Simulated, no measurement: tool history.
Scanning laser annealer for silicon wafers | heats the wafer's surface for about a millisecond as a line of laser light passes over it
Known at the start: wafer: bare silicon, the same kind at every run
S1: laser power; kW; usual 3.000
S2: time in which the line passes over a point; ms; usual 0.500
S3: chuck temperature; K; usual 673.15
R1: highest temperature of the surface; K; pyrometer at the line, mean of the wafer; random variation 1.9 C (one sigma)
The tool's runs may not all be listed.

| run | hour | S1 | S2 | S3 | R1 |
|---|---|---|---|---|---|
| 1 | 0.0 | 3.000 | 0.500 | 673.15 | 1439.15 |
| 2 | 14.2 | 3.000 | 0.500 | 673.15 | 1440.15 |
| 3 | 39.5 | 3.000 | 0.500 | 673.15 | 1440.15 |
| 4 | 55.3 | 3.000 | 0.500 | 673.15 | 1439.15 |
| 5 | 68.0 | 3.000 | 0.500 | 673.15 | 1438.15 |
| 6 | 86.0 | 3.000 | 0.571 | 673.15 | 1482.15 |
| 7 | 108.2 | 3.000 | 0.571 | 673.15 | 1479.15 |
| 8 | 122.0 | 3.000 | 0.500 | 673.15 | 1437.15 |
| 9 | 135.3 | 3.000 | 0.500 | 673.15 | 1434.15 |
| 10 | 157.5 | 3.000 | 0.372 | 673.15 | 1342.15 |
| 11 | 180.3 | 3.082 | 0.500 | 673.15 | 1453.15 |
| 12 | 198.7 | 3.082 | 0.500 | 673.15 | 1451.15 |
| 13 | 216.3 | 3.082 | 0.500 | 673.15 | 1451.15 |
| 14 | 234.8 | 3.082 | 0.376 | 655.15 | 1343.15 |
| 15 | 248.8 | 2.620 | 0.467 | 702.15 | 1343.15 |
| 16 | 262.8 | 2.916 | 0.360 | 671.15 | 1309.15 |
| 17 | 282.8 | 2.744 | 0.553 | 693.15 | 1412.15 |
| 18 | 293.7 | 2.744 | 0.553 | 693.15 | 1412.15 |
| 19 | 308.6 | 2.744 | 0.553 | 693.15 | 1410.15 |
| 20 | 322.7 | 2.909 | 0.553 | 693.15 | 1452.15 |
| 21 | 340.2 | 2.909 | 0.553 | 693.15 | 1453.15 |
| 22 | 360.9 | 2.909 | 0.553 | 693.15 | 1455.15 |
| 23 | 385.0 | 3.055 | 0.529 | 708.15 | 1490.15 |
|  | 407.7 | window over the wafer cleaned |
| 24 | 410.4 | 3.055 | 0.529 | 675.15 | 1507.15 |
| 25 | 427.9 | 3.055 | 0.529 | 675.15 | 1502.15 |

5 ways to go on from here, each from the tool as it stands after run 25. What would each give?
| A | 443.4 | 2.822 | 0.520 | 652.15 | ? |
| B | 443.4 | 2.976 | 0.484 | 693.15 | ? |
| C | 443.4 | 3.253 | 0.448 | 686.15 | ? |
| D | 443.4 | 3.284 | 0.500 | 700.15 | ? |
| E | 443.4 | 3.000 | 0.482 | 673.15 | ? |

| run | R1 |
|---|---|
| A | 1411.15 |
| B | 1470.15 |
| C | 1510.15 |
| D | 1569.15 |
| E | 1453.15 |
Without the tool's hidden state the same runs would have given:
| run | R1 |
|---|---|
| A | 1424.15 |
| B | 1483.15 |
| C | 1525.15 |
| D | 1584.15 |
| E | 1467.15 |
